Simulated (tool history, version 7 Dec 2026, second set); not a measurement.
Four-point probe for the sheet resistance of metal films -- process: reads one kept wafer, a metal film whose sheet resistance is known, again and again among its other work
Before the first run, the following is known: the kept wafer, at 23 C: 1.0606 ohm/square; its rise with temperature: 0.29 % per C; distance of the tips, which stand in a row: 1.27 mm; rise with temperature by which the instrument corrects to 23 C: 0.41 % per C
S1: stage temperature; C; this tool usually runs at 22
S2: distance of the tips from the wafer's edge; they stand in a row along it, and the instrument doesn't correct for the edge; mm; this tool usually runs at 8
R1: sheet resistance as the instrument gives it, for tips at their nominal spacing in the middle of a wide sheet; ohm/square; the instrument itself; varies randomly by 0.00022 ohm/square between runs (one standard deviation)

Run 1, day 0.000: usual settings. Result: R1 1.072577 ohm/square.
Run 2, day 0.833: usual settings. Result: R1 1.072391 ohm/square.
Run 3, day 1.742: usual settings. Result: R1 1.072333 ohm/square.
Run 4, day 3.067: usual settings. Result: R1 1.072488 ohm/square.
Run 5, day 3.779: usual settings. Result: R1 1.072375 ohm/square.
Run 6, day 5.038: usual settings. Result: R1 1.072560 ohm/square.
Run 7, day 5.817: usual settings but S1 18 C. Result: R1 1.077831 ohm/square.
Run 8, day 6.417: usual settings but S1 20 C. Result: R1 1.074888 ohm/square.
Run 9, day 7.646: usual settings but S1 20 C. Result: R1 1.075581 ohm/square.
At day 7.783: stage's thermometer calibrated.
Run 10, day 8.808: usual settings but S1 20 C. Result: R1 1.074570 ohm/square.
Run 11, day 10.121: usual settings but S1 27 C. Result: R1 1.065961 ohm/square.
Run 12, day 10.883: usual settings but S2 28 mm. Result: R1 1.059405 ohm/square.
Run 13, day 11.521: usual settings but S1 19 C. Result: R1 1.076500 ohm/square.
Run 14, day 12.433: usual settings but S1 19 C. Result: R1 1.076143 ohm/square.
At day 12.558: stage's thermometer calibrated, once more.
Run 15, day 13.783: usual settings but S1 23 C, S2 58 mm. Result: R1 1.057589 ohm/square.
Run 16, day 14.742: usual settings but S1 23 C, S2 58 mm. Result: R1 1.058041 ohm/square.
Run 17, day 15.542: usual settings but S1 23 C, S2 58 mm. Result: R1 1.057448 ohm/square.
Run 18, day 16.692: usual settings but S1 23 C, S2 58 mm. Result: R1 1.058193 ohm/square.
Run 19, day 17.804: usual settings but S1 23 C, S2 58 mm. Result: R1 1.057954 ohm/square.
Run 20, day 19.083: usual settings but S1 30 C, S2 49 mm. Result: R1 1.049338 ohm/square.
Run 21, day 20.208: usual settings but S1 35 C, S2 57 mm. Result: R1 1.043260 ohm/square.
Run 22, day 20.825: usual settings but S1 26 C, S2 55 mm. Result: R1 1.054543 ohm/square.

Each row is a separate what-if for the run after 22, all from the same tool condition, not one after another. Results?
Run A, day 21.892: usual settings but S1 18 C, S2 36 mm. Result: R1 ?.
Run B, day 21.892: usual settings but S1 34 C, S2 33 mm. Result: R1 ?.
Run C, day 21.892: usual settings but S1 21 C, S2 53 mm. Result: R1 ?.

run        R1
  A  1.064296
  B  1.045318
  C  1.060196
Take away the tool's hidden state, keep each run's random variation, and the runs would have read:
run        R1
  A  1.067232
  B  1.048197
  C  1.063119

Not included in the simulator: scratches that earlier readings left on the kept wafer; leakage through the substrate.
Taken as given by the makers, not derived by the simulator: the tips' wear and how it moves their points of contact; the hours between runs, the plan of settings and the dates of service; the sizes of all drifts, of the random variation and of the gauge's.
